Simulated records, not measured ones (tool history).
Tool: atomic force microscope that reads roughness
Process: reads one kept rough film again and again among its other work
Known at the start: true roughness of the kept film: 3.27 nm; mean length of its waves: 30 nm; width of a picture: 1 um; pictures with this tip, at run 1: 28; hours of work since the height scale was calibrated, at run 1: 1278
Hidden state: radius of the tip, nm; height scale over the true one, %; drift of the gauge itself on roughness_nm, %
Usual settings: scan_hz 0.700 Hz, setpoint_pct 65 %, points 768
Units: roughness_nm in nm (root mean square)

run   hour  scan_hz  setpoint_pct  points  pictures with this tip  hours of work since the height scale was calibrated  roughness_nm
  1    0.0    0.700            65     768                      28                                                 1278         2.637
      14.8  -- new tip fitted
  2   27.7    0.700            65     768                      34                                                 1300         2.557
      42.9  -- new tip fitted
      68.0  -- new tip fitted
  3   73.2    1.465            65     768                      13                                                 1336         2.755
      95.3  -- new tip fitted
  4  109.6    1.465            65     768                      37                                                 1364         2.470
     121.4  -- new tip fitted
  5  144.9    1.465            65     768                      62                                                 1392         2.237
     147.4  -- new tip fitted
     174.7  -- new tip fitted
     175.7  -- height scale calibrated on a step standard
  6  192.7    1.465            65     768                      44                                                   14         2.380

The next listed run, before its measurement:
     202.5  -- new tip fitted
  7  220.1    1.465            74     312                      46                                                   35             ?

roughness_nm: 2.263 nm (root mean square)
Without the tool's hidden state the same run would have given roughness_nm 2.764 nm (root mean square).
